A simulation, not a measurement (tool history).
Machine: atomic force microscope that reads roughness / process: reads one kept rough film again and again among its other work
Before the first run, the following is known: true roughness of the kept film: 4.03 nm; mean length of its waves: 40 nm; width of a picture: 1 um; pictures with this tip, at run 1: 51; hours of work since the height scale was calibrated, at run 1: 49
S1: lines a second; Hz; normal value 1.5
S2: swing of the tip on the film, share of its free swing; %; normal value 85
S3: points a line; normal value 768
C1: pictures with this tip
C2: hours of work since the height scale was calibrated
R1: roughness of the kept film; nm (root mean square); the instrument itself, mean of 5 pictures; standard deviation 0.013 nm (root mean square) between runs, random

run	hour	S1	S2	S3	C1	C2	R1
1	0.0	1.5	85	768	51	49	2.751
2	7.1	1.5	85	768	60	52	2.699
3	13.5	1.5	85	768	67	55	2.655
4	20.6	1.5	85	768	76	58	2.600
5	26.8	1.5	85	768	83	61	2.540
# hour 31.5: new tip fitted
6	36.9	1.5	85	768	6	65	3.091
# hour 38.5: height scale calibrated on a step standard
7	46.4	1.5	85	444	16	3	3.012
8	56.2	1.5	85	444	28	8	2.875
9	68.1	1.5	85	444	42	13	2.784

Forecast run 10:
10	73.5	1.5	85	444	48	15	?

Run 10 produced R1 2.743 nm (root mean square).
Take away the tool's hidden state, keep the run-to-run variation as it was, and the same run would have given R1 3.139 nm (root mean square).
